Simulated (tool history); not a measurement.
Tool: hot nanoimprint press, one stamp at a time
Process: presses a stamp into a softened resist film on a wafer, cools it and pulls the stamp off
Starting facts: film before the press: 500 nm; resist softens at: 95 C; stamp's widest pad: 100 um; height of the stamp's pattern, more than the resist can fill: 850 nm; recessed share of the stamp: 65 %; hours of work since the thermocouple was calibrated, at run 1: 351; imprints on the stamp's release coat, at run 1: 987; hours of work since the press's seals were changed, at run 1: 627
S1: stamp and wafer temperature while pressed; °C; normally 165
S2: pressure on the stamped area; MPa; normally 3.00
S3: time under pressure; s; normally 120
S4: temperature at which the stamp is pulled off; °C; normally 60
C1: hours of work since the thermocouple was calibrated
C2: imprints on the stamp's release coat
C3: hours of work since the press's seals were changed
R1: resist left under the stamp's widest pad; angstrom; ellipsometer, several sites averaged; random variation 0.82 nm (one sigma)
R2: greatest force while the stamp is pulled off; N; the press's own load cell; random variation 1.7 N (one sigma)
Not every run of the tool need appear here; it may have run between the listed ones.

run	hour	S1	S2	S3	S4	C1	C2	C3	R1	R2
1	0.0	165	3.00	120	60	351	987	627	1712	103
2	21.2	165	3.00	120	60	362	1064	638	1708	108
3	39.2	165	3.00	165	60	371	1130	647	1508	111
4	59.3	167	3.00	165	60	381	1204	657	1350	106
# hour 84.7: stamp cleaned and given a new release coat
5	88.6	167	3.00	165	60	393	14	669	1373	90
6	107.0	167	3.00	165	60	402	81	678	1360	93
# hour 119.5: plate thermocouple calibrated
7	128.9	167	3.00	165	60	5	150	688	1471	96
8	146.8	165	3.00	120	60	14	216	697	1842	99
9	165.3	165	3.00	120	60	23	283	707	1849	100
10	202.7	165	3.00	118	60	42	420	726	1859	102
11	233.0	165	3.00	120	60	58	531	741	1837	99
12	260.7	165	3.00	120	60	72	632	755	1849	104
13	297.6	165	3.00	120	60	91	767	774	1827	104
14	335.7	165	3.00	120	60	110	906	794	1829	106
15	366.2	165	3.00	120	60	126	1018	809	1830	109
16	385.2	165	3.00	120	60	136	1087	819	1818	106
17	417.1	165	3.00	120	60	152	1204	835	1817	113
# hour 441.8: stamp cleaned and given a new release coat
18	455.8	165	3.00	120	60	169	52	852	1836	92
19	486.4	165	3.00	63	68	184	164	868	2325	81
20	524.0	165	3.00	63	68	203	301	887	2317	85
21	547.1	165	3.00	63	46	215	385	898	2323	127
22	562.5	161	3.73	61	52	223	442	906	2539	112
23	585.3	161	3.73	61	52	235	525	918	2526	111
24	608.6	165	3.57	99	63	247	610	930	1780	96
25	639.6	173	4.48	65	60	262	724	946	1336	103
26	674.5	173	4.48	65	60	280	851	964	1330	107
# hour 694.3: press's hydraulic seals changed and the load cell set to zero
27	703.3	173	4.40	140	54	291	927	5	907	117
28	733.7	154	3.00	69	67	306	1038	20	3387	93
29	766.2	175	4.45	103	48	323	1157	37	943	133
30	791.3	165	4.33	185	60	336	1249	50	1192	110
# hour 805.4: stamp cleaned and given a new release coat
31	816.6	165	4.33	185	60	346	40	59	1186	94

What if the next run were any one of these 3? Each begins from the tool's condition after run 31:
A	850.8	162	3.47	229	60	363	166	77	?	?
B	850.8	174	2.56	185	63	363	166	77	?	?
C	850.8	157	3.00	130	46	363	166	77	?	?

run	R1	R2
A	1421	94
B	1032	89
C	2423	116
Stripped of hidden state, with their random variation kept, the same runs would have yielded:
run	R1	R2
A	1505	93
B	1085	89
C	2554	115

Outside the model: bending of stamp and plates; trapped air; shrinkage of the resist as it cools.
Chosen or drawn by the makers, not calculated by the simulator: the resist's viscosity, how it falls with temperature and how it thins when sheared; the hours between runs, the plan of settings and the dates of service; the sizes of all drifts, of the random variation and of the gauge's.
